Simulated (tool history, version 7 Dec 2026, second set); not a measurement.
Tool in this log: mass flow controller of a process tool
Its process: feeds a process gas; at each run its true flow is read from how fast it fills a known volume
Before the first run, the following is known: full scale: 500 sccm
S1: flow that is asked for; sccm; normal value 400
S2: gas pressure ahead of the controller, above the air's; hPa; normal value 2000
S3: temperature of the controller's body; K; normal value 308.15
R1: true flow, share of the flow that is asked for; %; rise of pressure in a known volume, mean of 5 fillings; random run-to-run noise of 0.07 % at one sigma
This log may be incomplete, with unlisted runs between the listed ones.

{"run": 1, "hour": 0.0, "S1": 400, "S2": 2000, "S3": 308.15, "R1": 98.64}
{"run": 2, "hour": 142.9, "S1": 400, "S2": 2000, "S3": 308.15, "R1": 98.76}
{"run": 3, "hour": 365.7, "S1": 400, "S2": 2000, "S3": 308.15, "R1": 98.73}
{"run": 4, "hour": 515.6, "S1": 400, "S2": 2000, "S3": 308.15, "R1": 98.61}
{"run": 5, "hour": 653.3, "S1": 400, "S2": 2000, "S3": 308.15, "R1": 98.64}
{"run": 6, "hour": 871.7, "S1": 400, "S2": 2000, "S3": 308.15, "R1": 98.51}
{"run": 7, "hour": 1131.4, "S1": 89, "S2": 2660, "S3": 294.15, "R1": 97.86}
{"run": 8, "hour": 1383.8, "S1": 89, "S2": 2660, "S3": 294.15, "R1": 97.6}
{"hour": 1407.9, "done": "controller's zero set anew"}
{"run": 9, "hour": 1545.2, "S1": 291, "S2": 2660, "S3": 294.15, "R1": 98.55}
{"run": 10, "hour": 1693.9, "S1": 291, "S2": 2660, "S3": 294.15, "R1": 98.48}
{"run": 11, "hour": 1850.7, "S1": 170, "S2": 1420, "S3": 303.15, "R1": 98.2}
{"run": 12, "hour": 2067.0, "S1": 403, "S2": 1940, "S3": 300.15, "R1": 98.81}

Alternative continuations, all from the tool just after run 12; predict every row:
{"hour": 2153.8, "done": "controller's zero set anew, once more"}
{"run": "A", "hour": 2255.0, "S1": 403, "S2": 2470, "S3": 298.15, "R1": "?"}
{"hour": 2153.8, "done": "controller's zero set anew, once more"}
{"run": "B", "hour": 2255.0, "S1": 403, "S2": 1940, "S3": 307.15, "R1": "?"}
{"hour": 2153.8, "done": "controller's zero set anew, once more"}
{"run": "C", "hour": 2255.0, "S1": 403, "S2": 1600, "S3": 310.15, "R1": "?"}

run=A R1=98.92
run=B R1=98.59
run=C R1=98.52
Had the tool no hidden state, the same runs would have come out as:
run=A R1=99.58
run=B R1=99.25
run=C R1=99.17
